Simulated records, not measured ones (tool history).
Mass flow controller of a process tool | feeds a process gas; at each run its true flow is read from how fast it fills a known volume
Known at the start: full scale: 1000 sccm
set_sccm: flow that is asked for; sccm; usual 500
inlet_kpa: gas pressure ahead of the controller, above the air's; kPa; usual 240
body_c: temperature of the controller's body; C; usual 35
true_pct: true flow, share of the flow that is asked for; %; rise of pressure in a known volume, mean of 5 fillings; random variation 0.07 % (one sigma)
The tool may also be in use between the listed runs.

Run 1, hour 0.0: usual settings. Result: true_pct 97.06 %.
Run 2, hour 89.0: usual settings. Result: true_pct 97.09 %.
Run 3, hour 141.6: usual settings. Result: true_pct 97.08 %.
Run 4, hour 200.0: usual settings. Result: true_pct 97.05 %.
Run 5, hour 256.2: usual settings. Result: true_pct 97.00 %.
Run 6, hour 370.7: usual settings but set_sccm 322 sccm, inlet_kpa 161 kPa, body_c 33 C. Result: true_pct 96.51 %.
Run 7, hour 480.7: usual settings but body_c 37 C. Result: true_pct 96.84 %.
Run 8, hour 579.4: usual settings but set_sccm 141 sccm, inlet_kpa 195 kPa, body_c 24 C. Result: true_pct 94.10 %.
Run 9, hour 689.0: usual settings but set_sccm 141 sccm, inlet_kpa 267 kPa, body_c 28 C. Result: true_pct 93.71 %.
Run 10, hour 752.5: usual settings but set_sccm 337 sccm, body_c 26 C. Result: true_pct 96.32 %.

Measured less the same run without the tool's hidden state. The same run-to-run variation is in both; the gauge's scatter may not be:
The hidden state here: flow at rest that the sensor doesn't see, % of full scale; true flow over the shown one, %; drift of the gauge itself on true_pct, %.
run  true_pct
  1     -2.08
  2     -2.13
  3     -2.16
  4     -2.19
  5     -2.22
  6     -2.87
  7     -2.35
  8     -5.25
  9     -5.37
 10     -3.05

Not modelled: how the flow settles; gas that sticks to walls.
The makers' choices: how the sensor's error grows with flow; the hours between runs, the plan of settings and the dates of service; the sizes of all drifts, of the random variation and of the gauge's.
